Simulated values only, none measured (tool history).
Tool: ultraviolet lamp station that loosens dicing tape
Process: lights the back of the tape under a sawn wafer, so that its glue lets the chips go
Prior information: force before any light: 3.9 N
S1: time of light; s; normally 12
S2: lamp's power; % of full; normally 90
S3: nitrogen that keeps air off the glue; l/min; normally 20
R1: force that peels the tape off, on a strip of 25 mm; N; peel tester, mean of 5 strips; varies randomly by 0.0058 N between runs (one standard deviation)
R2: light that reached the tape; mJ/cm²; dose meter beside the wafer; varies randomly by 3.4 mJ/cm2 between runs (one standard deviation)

run 1 hour=0 | S1=12 S2=90 S3=20 | R1=0.246 R2=429
run 2 hour=28.4 | S1=12 S2=90 S3=20 | R1=0.208 R2=464
run 3 hour=60.4 | S1=12 S2=90 S3=20 | R1=0.22 R2=455
run 4 hour=87.1 | S1=12 S2=90 S3=20 | R1=0.22 R2=453
run 5 hour=109.9 | S1=12 S2=90 S3=20 | R1=0.231 R2=448
run 6 hour=133.2 | S1=12 S2=90 S3=20 | R1=0.238 R2=440
run 7 hour=151.8 | S1=12 S2=90 S3=20 | R1=0.24 R2=436
run 8 hour=168.3 | S1=12 S2=90 S3=20 | R1=0.243 R2=436
run 9 hour=190.7 | S1=12 S2=90 S3=20 | R1=0.239 R2=428
run 10 hour=218.3 | S1=12 S2=90 S3=20 | R1=0.264 R2=423
run 11 hour=231.6 | S1=12 S2=90 S3=20 | R1=0.266 R2=416
run 12 hour=263.3 | S1=12 S2=90 S3=20 | R1=0.27 R2=418
run 13 hour=278.4 | S1=12 S2=90 S3=20 | R1=0.285 R2=409
run 14 hour=302.5 | S1=12 S2=90 S3=20 | R1=0.278 R2=409
run 15 hour=324.5 | S1=12 S2=90 S3=20 | R1=0.277 R2=402
run 16 hour=341.6 | S1=12 S2=90 S3=20 | R1=0.279 R2=396
run 17 hour=362.2 | S1=22 S2=67 S3=10 | R1=0.257 R2=541
run 18 hour=389.6 | S1=9 S2=66 S3=20 | R1=0.917 R2=211
run 19 hour=411.8 | S1=12 S2=99 S3=33 | R1=0.179 R2=426
run 20 hour=434.3 | S1=9 S2=90 S3=6 | R1=1.108 R2=284
run 21 hour=465 | S1=9 S2=90 S3=6 | R1=1.126 R2=277
run 22 hour=485.8 | S1=9 S2=90 S3=6 | R1=1.13 R2=274
run 23 hour=500.6 | S1=20 S2=79 S3=11 | R1=0.251 R2=534
run 24 hour=528.8 | S1=20 S2=71 S3=15 | R1=0.257 R2=473
run 25 hour=560.7 | S1=20 S2=71 S3=15 | R1=0.259 R2=464
run 26 hour=575.6 | S1=12 S2=64 S3=9 | R1=1.066 R2=253

Missing from the log above: 1 entry noted between runs. For each, name the pair of listed runs it sits between and say how the tool's hidden condition differs from the listed run just before to the listed run just after:
Runs 1 to 2: window cleaned of glue's vapour (hour 22)
  lamp's light, % of a new lamp's: 84.7 -> 84; light that the window lets through, % of a clean one's: 92 -> 99.9
  measured minus no-state result, R1: +0.098 -> +0.063 N; R2: -122 -> -89 mJ/cm²

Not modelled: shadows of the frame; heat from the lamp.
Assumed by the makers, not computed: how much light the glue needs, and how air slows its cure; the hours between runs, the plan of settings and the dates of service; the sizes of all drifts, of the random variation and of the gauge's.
